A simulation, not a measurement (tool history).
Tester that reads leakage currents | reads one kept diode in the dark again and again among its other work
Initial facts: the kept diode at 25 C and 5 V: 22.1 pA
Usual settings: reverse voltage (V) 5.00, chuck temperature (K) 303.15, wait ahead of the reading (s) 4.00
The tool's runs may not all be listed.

| run | hour | reverse voltage (V) | chuck temperature (K) | wait ahead of the reading (s) | current that the tester gives (pA) |
|---|---|---|---|---|---|
| 1 | 0.0 | 5.00 | 303.15 | 4.00 | 35.35 |
| 2 | 54.2 | 2.26 | 303.15 | 4.00 | 22.46 |
| 3 | 95.5 | 2.26 | 303.15 | 4.00 | 22.74 |
| 4 | 164.0 | 5.00 | 303.15 | 4.00 | 35.37 |
| 5 | 232.5 | 5.00 | 303.15 | 4.00 | 35.66 |
| 6 | 288.2 | 5.00 | 303.15 | 4.00 | 35.54 |
| 7 | 344.5 | 1.65 | 303.15 | 4.00 | 19.14 |
| 8 | 377.5 | 5.97 | 318.15 | 0.64 | 111.39 |
|  | 385.1 | tester calibrated |
| 9 | 413.7 | 5.00 | 303.15 | 3.74 | 35.83 |

Forecast run 10:
| 10 | 454.2 | 5.00 | 310.15 | 4.02 | ? |

{"run 10": {"current that the tester gives (pA)": 57.4}}
If the tool had no hidden condition, the same run with the same run-to-run variation would have returned current that the tester gives (pA) 57.57.
